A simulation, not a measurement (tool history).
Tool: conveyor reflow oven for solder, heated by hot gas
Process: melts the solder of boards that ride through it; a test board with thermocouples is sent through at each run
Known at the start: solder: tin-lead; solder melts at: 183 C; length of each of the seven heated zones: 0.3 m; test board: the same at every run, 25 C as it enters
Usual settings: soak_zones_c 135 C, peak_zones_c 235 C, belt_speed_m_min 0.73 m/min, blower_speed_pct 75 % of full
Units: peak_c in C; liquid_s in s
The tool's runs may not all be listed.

run 1 hour=0 | soak_zones_c=135 peak_zones_c=235 belt_speed_m_min=0.73 blower_speed_pct=75 | peak_c=214.2 liquid_s=33.7
run 2 hour=44.3 | soak_zones_c=149 peak_zones_c=235 belt_speed_m_min=0.73 blower_speed_pct=75 | peak_c=216.8 liquid_s=38.8
run 3 hour=105.5 | soak_zones_c=149 peak_zones_c=235 belt_speed_m_min=0.73 blower_speed_pct=75 | peak_c=216.3 liquid_s=38.9
-- hour=177.2 thermocouples of zones 6 and 7 changed
run 4 hour=184.8 | soak_zones_c=135 peak_zones_c=224 belt_speed_m_min=0.73 blower_speed_pct=75 | peak_c=202.9 liquid_s=26.4
run 5 hour=239.8 | soak_zones_c=135 peak_zones_c=224 belt_speed_m_min=0.73 blower_speed_pct=75 | peak_c=202.1 liquid_s=25.6
-- hour=248.6 flux residue cleaned out of gas plates and filters
run 6 hour=290.9 | soak_zones_c=135 peak_zones_c=235 belt_speed_m_min=0.713 blower_speed_pct=75 | peak_c=214 liquid_s=35.1
run 7 hour=328.2 | soak_zones_c=135 peak_zones_c=235 belt_speed_m_min=0.713 blower_speed_pct=75 | peak_c=214.1 liquid_s=34.7
run 8 hour=402.6 | soak_zones_c=135 peak_zones_c=235 belt_speed_m_min=0.713 blower_speed_pct=75 | peak_c=213.7 liquid_s=34.5
run 9 hour=464 | soak_zones_c=135 peak_zones_c=235 belt_speed_m_min=0.713 blower_speed_pct=75 | peak_c=213 liquid_s=34.5
-- hour=505.4 flux residue cleaned out of gas plates and filters
run 10 hour=543.5 | soak_zones_c=135 peak_zones_c=235 belt_speed_m_min=0.73 blower_speed_pct=89 | peak_c=216.7 liquid_s=36
run 11 hour=593.3 | soak_zones_c=135 peak_zones_c=235 belt_speed_m_min=0.73 blower_speed_pct=75 | peak_c=213.5 liquid_s=33.9
run 12 hour=671 | soak_zones_c=135 peak_zones_c=243 belt_speed_m_min=0.73 blower_speed_pct=75 | peak_c=219 liquid_s=36.9
run 13 hour=720.7 | soak_zones_c=135 peak_zones_c=228 belt_speed_m_min=0.73 blower_speed_pct=75 | peak_c=206.7 liquid_s=29.7
-- hour=729.4 belt drive overhauled, speed set with a stopwatch
-- hour=770.6 flux residue cleaned out of gas plates and filters
run 14 hour=791.2 | soak_zones_c=135 peak_zones_c=228 belt_speed_m_min=0.73 blower_speed_pct=75 | peak_c=209.3 liquid_s=31.4
-- hour=852.7 belt drive overhauled, speed set with a stopwatch, once more
run 15 hour=875.8 | soak_zones_c=135 peak_zones_c=228 belt_speed_m_min=0.73 blower_speed_pct=75 | peak_c=207.7 liquid_s=30.4
run 16 hour=916.5 | soak_zones_c=135 peak_zones_c=228 belt_speed_m_min=0.73 blower_speed_pct=75 | peak_c=207.1 liquid_s=29.4
run 17 hour=954.4 | soak_zones_c=135 peak_zones_c=235 belt_speed_m_min=0.73 blower_speed_pct=60 | peak_c=209.3 liquid_s=30.7
-- hour=967.1 thermocouples of zones 6 and 7 changed
run 18 hour=1008.5 | soak_zones_c=135 peak_zones_c=236 belt_speed_m_min=0.73 blower_speed_pct=57 | peak_c=208.2 liquid_s=29.4
-- hour=1034.3 flux residue cleaned out of gas plates and filters
run 19 hour=1051.8 | soak_zones_c=137 peak_zones_c=224 belt_speed_m_min=0.73 blower_speed_pct=57 | peak_c=201.2 liquid_s=25
run 20 hour=1103.7 | soak_zones_c=140 peak_zones_c=238 belt_speed_m_min=0.73 blower_speed_pct=57 | peak_c=212.5 liquid_s=33.6
run 21 hour=1161.5 | soak_zones_c=141 peak_zones_c=230 belt_speed_m_min=0.682 blower_speed_pct=51 | peak_c=206.7 liquid_s=33
run 22 hour=1215.2 | soak_zones_c=135 peak_zones_c=235 belt_speed_m_min=0.73 blower_speed_pct=71 | peak_c=212.5 liquid_s=32.5
run 23 hour=1285.6 | soak_zones_c=130 peak_zones_c=229 belt_speed_m_min=0.825 blower_speed_pct=84 | peak_c=202.7 liquid_s=21.9
-- hour=1296.8 flux residue cleaned out of gas plates and filters
run 24 hour=1326.6 | soak_zones_c=127 peak_zones_c=232 belt_speed_m_min=0.73 blower_speed_pct=75 | peak_c=210.1 liquid_s=29.7
run 25 hour=1404.6 | soak_zones_c=127 peak_zones_c=247 belt_speed_m_min=0.73 blower_speed_pct=75 | peak_c=220.8 liquid_s=36.1
run 26 hour=1483.9 | soak_zones_c=138 peak_zones_c=225 belt_speed_m_min=0.712 blower_speed_pct=84 | peak_c=207.3 liquid_s=31.7
run 27 hour=1520.8 | soak_zones_c=138 peak_zones_c=232 belt_speed_m_min=0.597 blower_speed_pct=84 | peak_c=218.4 liquid_s=46.1
-- hour=1560.3 flux residue cleaned out of gas plates and filters
run 28 hour=1571.7 | soak_zones_c=125 peak_zones_c=224 belt_speed_m_min=0.73 blower_speed_pct=75 | peak_c=203.9 liquid_s=25.1
run 29 hour=1621.8 | soak_zones_c=125 peak_zones_c=224 belt_speed_m_min=0.73 blower_speed_pct=75 | peak_c=202.7 liquid_s=24.9

Hidden state or all else? Some run-to-run changes of peak_c, split into what the settings, what came in and random variation would give without the hidden state, and what is left for the hidden state (with any gauge scatter that isn't in both results):
The hidden state here: heat that the gas passes to the board, % of a clean oven's; belt's true speed, % of the reading; true gas temperature in zones 6 and 7 over the reading, C; drift of the gauge itself on peak_c, C; drift of the gauge itself on liquid_s, %.
Run 5 -> 6: peak_zones_c 224 -> 235, belt_speed_m_min 0.73 -> 0.713, flux residue cleaned out of gas plates and filters. peak_c +11.9 C: hidden state +2.3, all else +9.6.
Run 23 -> 24: soak_zones_c 130 -> 127, peak_zones_c 229 -> 232, belt_speed_m_min 0.825 -> 0.73, blower_speed_pct 84 -> 75, flux residue cleaned out of gas plates and filters. peak_c +7.4 C: hidden state +2.4, all else +5.
Run 25 -> 26: soak_zones_c 127 -> 138, peak_zones_c 247 -> 225, belt_speed_m_min 0.73 -> 0.712, blower_speed_pct 75 -> 84. peak_c -13.5 C: hidden state -0.2, all else -13.3.
Run 27 -> 28: soak_zones_c 138 -> 125, peak_zones_c 232 -> 224, belt_speed_m_min 0.597 -> 0.73, blower_speed_pct 84 -> 75, flux residue cleaned out of gas plates and filters. peak_c -14.5 C: hidden state +1.9, all else -16.4.
